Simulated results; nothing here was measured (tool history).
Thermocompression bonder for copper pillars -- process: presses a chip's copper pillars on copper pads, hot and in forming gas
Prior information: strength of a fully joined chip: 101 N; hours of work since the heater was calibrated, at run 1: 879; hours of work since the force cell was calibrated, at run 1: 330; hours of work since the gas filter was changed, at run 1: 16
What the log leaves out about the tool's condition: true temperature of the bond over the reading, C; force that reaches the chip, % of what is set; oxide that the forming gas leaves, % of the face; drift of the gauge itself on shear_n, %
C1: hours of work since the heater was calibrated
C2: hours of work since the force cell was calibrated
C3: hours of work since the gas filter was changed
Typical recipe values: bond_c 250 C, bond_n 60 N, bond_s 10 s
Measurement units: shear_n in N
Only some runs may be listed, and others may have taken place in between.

run 1 hour=0.0 | bond_c=250 bond_n=60 bond_s=10 | C1=879 C2=330 C3=16 | shear_n=60.8
run 2 hour=21.2 | bond_c=250 bond_n=60 bond_s=10 | C1=893 C2=344 C3=29 | shear_n=59.5
run 3 hour=45.3 | bond_c=250 bond_n=60 bond_s=10 | C1=908 C2=359 C3=44 | shear_n=59.6
run 4 hour=66.3 | bond_c=250 bond_n=60 bond_s=10 | C1=921 C2=372 C3=57 | shear_n=59.0
run 5 hour=88.8 | bond_c=250 bond_n=60 bond_s=10 | C1=935 C2=386 C3=71 | shear_n=58.8
run 6 hour=113.9 | bond_c=250 bond_n=60 bond_s=10 | C1=951 C2=402 C3=87 | shear_n=57.5
run 7 hour=143.9 | bond_c=250 bond_n=60 bond_s=10 | C1=969 C2=420 C3=106 | shear_n=56.7
run 8 hour=174.4 | bond_c=250 bond_n=60 bond_s=10 | C1=988 C2=439 C3=125 | shear_n=57.2
run 9 hour=201.5 | bond_c=250 bond_n=56 bond_s=10 | C1=1005 C2=456 C3=141 | shear_n=52.7
run 10 hour=219.6 | bond_c=250 bond_n=56 bond_s=10 | C1=1017 C2=468 C3=153 | shear_n=52.9
run 11 hour=240.1 | bond_c=250 bond_n=56 bond_s=10 | C1=1029 C2=480 C3=166 | shear_n=52.1
run 12 hour=253.8 | bond_c=250 bond_n=56 bond_s=10 | C1=1038 C2=489 C3=174 | shear_n=51.8
-- hour=262.6 forming gas filter changed
run 13 hour=283.8 | bond_c=250 bond_n=56 bond_s=10 | C1=1056 C2=507 C3=13 | shear_n=57.8
run 14 hour=301.0 | bond_c=250 bond_n=56 bond_s=10 | C1=1067 C2=518 C3=24 | shear_n=57.3
run 15 hour=325.8 | bond_c=250 bond_n=56 bond_s=10 | C1=1083 C2=534 C3=39 | shear_n=57.0
run 16 hour=339.8 | bond_c=250 bond_n=56 bond_s=10 | C1=1091 C2=542 C3=48 | shear_n=56.0
run 17 hour=364.4 | bond_c=250 bond_n=60 bond_s=10 | C1=1107 C2=558 C3=64 | shear_n=59.4
run 18 hour=387.9 | bond_c=250 bond_n=60 bond_s=10 | C1=1121 C2=572 C3=78 | shear_n=58.8
run 19 hour=406.4 | bond_c=227 bond_n=60 bond_s=10 | C1=1133 C2=584 C3=90 | shear_n=46.9
run 20 hour=420.1 | bond_c=227 bond_n=60 bond_s=10 | C1=1141 C2=593 C3=98 | shear_n=47.0
run 21 hour=438.6 | bond_c=251 bond_n=85 bond_s=20 | C1=1153 C2=604 C3=110 | shear_n=83.1
run 22 hour=471.0 | bond_c=251 bond_n=85 bond_s=20 | C1=1173 C2=624 C3=130 | shear_n=82.6
run 23 hour=492.8 | bond_c=228 bond_n=82 bond_s=20 | C1=1187 C2=638 C3=144 | shear_n=72.1
run 24 hour=516.5 | bond_c=232 bond_n=77 bond_s=5 | C1=1202 C2=653 C3=159 | shear_n=47.3
run 25 hour=546.8 | bond_c=250 bond_n=62 bond_s=10 | C1=1221 C2=672 C3=178 | shear_n=57.2
-- hour=550.1 forming gas filter changed
-- hour=567.1 heater calibrated with a thermocouple chip
run 26 hour=582.2 | bond_c=250 bond_n=62 bond_s=10 | C1=9 C2=692 C3=19 | shear_n=60.7
run 27 hour=603.7 | bond_c=275 bond_n=69 bond_s=7 | C1=23 C2=706 C3=32 | shear_n=70.9
run 28 hour=622.9 | bond_c=275 bond_n=69 bond_s=7 | C1=35 C2=718 C3=44 | shear_n=71.4
run 29 hour=638.0 | bond_c=275 bond_n=69 bond_s=7 | C1=44 C2=727 C3=54 | shear_n=70.1
run 30 hour=658.3 | bond_c=275 bond_n=69 bond_s=7 | C1=57 C2=740 C3=66 | shear_n=70.0
run 31 hour=683.7 | bond_c=273 bond_n=66 bond_s=7 | C1=73 C2=756 C3=82 | shear_n=66.4
run 32 hour=707.8 | bond_c=273 bond_n=66 bond_s=7 | C1=88 C2=771 C3=97 | shear_n=65.3
run 33 hour=732.5 | bond_c=273 bond_n=38 bond_s=24 | C1=103 C2=786 C3=113 | shear_n=59.5
run 34 hour=751.2 | bond_c=261 bond_n=64 bond_s=18 | C1=115 C2=798 C3=124 | shear_n=72.7

What will run 35 give?
run 35 hour=776.7 | bond_c=261 bond_n=63 bond_s=7 | C1=131 C2=814 C3=140 | shear_n=?

Run 35 gave shear_n 56.4 N.
Minus the tool's unlogged condition, the same run would have read shear_n 59.6 N.
